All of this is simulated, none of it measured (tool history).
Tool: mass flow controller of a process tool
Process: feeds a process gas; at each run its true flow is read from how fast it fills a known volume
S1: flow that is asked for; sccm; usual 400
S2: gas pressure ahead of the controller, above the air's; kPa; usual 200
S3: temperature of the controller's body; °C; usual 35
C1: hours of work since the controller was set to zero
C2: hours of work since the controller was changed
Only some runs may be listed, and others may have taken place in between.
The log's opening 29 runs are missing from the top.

run 30 hour=5618.7 | S1=397 S2=195 S3=23 | C1=174 C2=5108 | true_flow_(%)=99.87
run 31 hour=5846.2 | S1=509 S2=145 S3=23 | C1=262 C2=5196 | true_flow_(%)=99.83
run 32 hour=5967.1 | S1=480 S2=153 S3=25 | C1=309 C2=5243 | true_flow_(%)=100.04
run 33 hour=6087.6 | S1=191 S2=153 S3=25 | C1=356 C2=5290 | true_flow_(%)=99.22
run 34 hour=6285.6 | S1=132 S2=258 S3=26 | C1=433 C2=5366 | true_flow_(%)=99.52
run 35 hour=6451.2 | S1=131 S2=166 S3=25 | C1=497 C2=5431 | true_flow_(%)=98.85
run 36 hour=6709.5 | S1=131 S2=166 S3=25 | C1=597 C2=5531 | true_flow_(%)=98.65
run 37 hour=6897.5 | S1=131 S2=166 S3=25 | C1=670 C2=5604 | true_flow_(%)=98.68
run 38 hour=7159.5 | S1=578 S2=191 S3=27 | C1=772 C2=5705 | true_flow_(%)=100.90
run 39 hour=7408.3 | S1=383 S2=191 S3=25 | C1=868 C2=5802 | true_flow_(%)=100.02
run 40 hour=7646.7 | S1=400 S2=257 S3=33 | C1=961 C2=5894 | true_flow_(%)=101.31
run 41 hour=7868.0 | S1=400 S2=257 S3=33 | C1=1046 C2=5980 | true_flow_(%)=101.36
run 42 hour=8086.7 | S1=134 S2=200 S3=26 | C1=1131 C2=6065 | true_flow_(%)=98.72

Estimate the outcome of run 43 from the log above:
run 43 hour=8222.6 | S1=219 S2=200 S3=21 | C1=1184 C2=6118 | true_flow_(%)=?

Run 43 yielded true flow (%) 98.67.
Without the tool's hidden state the same run would have given true flow (%) 97.62.
